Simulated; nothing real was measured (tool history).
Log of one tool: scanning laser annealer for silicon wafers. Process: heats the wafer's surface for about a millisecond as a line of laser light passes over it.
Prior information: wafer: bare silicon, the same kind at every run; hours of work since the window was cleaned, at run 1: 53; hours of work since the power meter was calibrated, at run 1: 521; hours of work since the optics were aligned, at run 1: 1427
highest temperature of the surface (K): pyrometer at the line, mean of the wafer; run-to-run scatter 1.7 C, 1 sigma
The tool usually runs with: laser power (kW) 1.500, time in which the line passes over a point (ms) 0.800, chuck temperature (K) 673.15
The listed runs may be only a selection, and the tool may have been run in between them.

| run | hour | laser power (kW) | time in which the line passes over a point (ms) | chuck temperature (K) | hours of work since the window was cleaned | hours of work since the power meter was calibrated | hours of work since the optics were aligned | highest temperature of the surface (K) |
|---|---|---|---|---|---|---|---|---|
| 1 | 0.0 | 1.500 | 0.800 | 673.15 | 53 | 521 | 1427 | 1382.15 |
| 2 | 44.2 | 1.500 | 0.826 | 673.15 | 74 | 542 | 1448 | 1398.15 |
| 3 | 62.6 | 1.559 | 0.826 | 673.15 | 83 | 551 | 1457 | 1422.15 |
| 4 | 82.2 | 1.559 | 0.570 | 673.15 | 93 | 561 | 1467 | 1291.15 |
| 5 | 114.7 | 1.500 | 0.800 | 673.15 | 109 | 577 | 1483 | 1387.15 |
| 6 | 147.5 | 1.500 | 0.800 | 673.15 | 125 | 593 | 1499 | 1388.15 |
| 7 | 176.1 | 1.500 | 0.800 | 673.15 | 139 | 607 | 1513 | 1384.15 |
| 8 | 213.3 | 1.500 | 0.800 | 673.15 | 157 | 625 | 1531 | 1386.15 |
| 9 | 238.4 | 1.500 | 0.800 | 673.15 | 169 | 637 | 1543 | 1388.15 |
| 10 | 258.0 | 1.614 | 0.800 | 673.15 | 179 | 647 | 1553 | 1439.15 |
| 11 | 289.6 | 1.567 | 0.800 | 673.15 | 194 | 662 | 1569 | 1416.15 |
| 12 | 316.4 | 1.567 | 0.800 | 673.15 | 207 | 675 | 1582 | 1415.15 |
| 13 | 358.8 | 1.567 | 0.800 | 673.15 | 228 | 696 | 1602 | 1416.15 |
| 14 | 402.9 | 1.567 | 0.800 | 673.15 | 250 | 718 | 1624 | 1416.15 |
| 15 | 443.5 | 1.567 | 0.800 | 673.15 | 269 | 737 | 1644 | 1414.15 |
| 16 | 466.5 | 1.500 | 0.800 | 673.15 | 281 | 749 | 1655 | 1385.15 |
| 17 | 493.3 | 1.500 | 0.800 | 637.15 | 294 | 762 | 1668 | 1350.15 |
| 18 | 520.7 | 1.500 | 0.800 | 693.15 | 307 | 775 | 1682 | 1401.15 |
| 19 | 558.5 | 1.500 | 0.800 | 693.15 | 326 | 794 | 1700 | 1403.15 |
| 20 | 577.1 | 1.500 | 0.800 | 673.15 | 335 | 803 | 1709 | 1385.15 |
| 21 | 613.1 | 1.500 | 0.800 | 673.15 | 352 | 820 | 1727 | 1383.15 |
| 22 | 643.7 | 1.448 | 0.800 | 676.15 | 367 | 835 | 1742 | 1363.15 |
| 23 | 675.5 | 1.448 | 0.985 | 663.15 | 383 | 851 | 1757 | 1433.15 |
| 24 | 696.2 | 1.500 | 0.792 | 698.15 | 393 | 861 | 1767 | 1405.15 |
| 25 | 715.0 | 1.500 | 0.888 | 649.15 | 402 | 870 | 1777 | 1400.15 |
| 26 | 753.9 | 1.500 | 0.863 | 702.15 | 421 | 889 | 1796 | 1442.15 |
| 27 | 795.0 | 1.586 | 0.715 | 647.15 | 441 | 909 | 1816 | 1355.15 |
| 28 | 813.4 | 1.332 | 0.915 | 656.15 | 450 | 918 | 1825 | 1338.15 |
| 29 | 838.8 | 1.607 | 0.915 | 656.15 | 463 | 931 | 1837 | 1473.15 |
| 30 | 876.1 | 1.534 | 0.915 | 671.15 | 481 | 949 | 1855 | 1451.15 |
|  | 904.4 | optics aligned, line set to its width |
| 31 | 921.9 | 1.565 | 0.800 | 659.15 | 501 | 969 | 9 | 1399.15 |
| 32 | 943.4 | 1.578 | 0.783 | 673.15 | 512 | 980 | 19 | 1415.15 |
| 33 | 986.7 | 1.441 | 0.783 | 684.15 | 533 | 1001 | 40 | 1360.15 |
| 34 | 1017.1 | 1.386 | 0.800 | 668.15 | 548 | 1016 | 55 | 1325.15 |
| 35 | 1050.8 | 1.370 | 0.800 | 673.15 | 564 | 1032 | 72 | 1324.15 |
| 36 | 1089.1 | 1.370 | 0.800 | 673.15 | 583 | 1051 | 90 | 1323.15 |
| 37 | 1110.7 | 1.620 | 0.688 | 645.15 | 593 | 1061 | 101 | 1351.15 |
| 38 | 1130.8 | 1.500 | 0.949 | 699.15 | 603 | 1071 | 111 | 1479.15 |
| 39 | 1174.8 | 1.333 | 0.949 | 679.15 | 625 | 1093 | 132 | 1372.15 |
| 40 | 1217.6 | 1.614 | 0.942 | 707.15 | 646 | 1114 | 153 | 1536.15 |

5 options for the next run, each taken on its own from the tool as it stands now. Forecast them:
| A | 1247.2 | 1.614 | 0.944 | 647.15 | 660 | 1128 | 168 | ? |
| B | 1247.2 | 1.331 | 0.744 | 673.15 | 660 | 1128 | 168 | ? |
| C | 1247.2 | 1.318 | 0.631 | 707.15 | 660 | 1128 | 168 | ? |
| D | 1247.2 | 1.500 | 0.631 | 687.15 | 660 | 1128 | 168 | ? |
| E | 1247.2 | 1.632 | 0.942 | 707.15 | 660 | 1128 | 168 | ? |

| run | highest temperature of the surface (K) |
|---|---|
| A | 1480.15 |
| B | 1285.15 |
| C | 1262.15 |
| D | 1313.15 |
| E | 1547.15 |
Had the tool no hidden state, the same runs would have come out as:
| run | highest temperature of the surface (K) |
|---|---|
| A | 1481.15 |
| B | 1286.15 |
| C | 1263.15 |
| D | 1314.15 |
| E | 1548.15 |

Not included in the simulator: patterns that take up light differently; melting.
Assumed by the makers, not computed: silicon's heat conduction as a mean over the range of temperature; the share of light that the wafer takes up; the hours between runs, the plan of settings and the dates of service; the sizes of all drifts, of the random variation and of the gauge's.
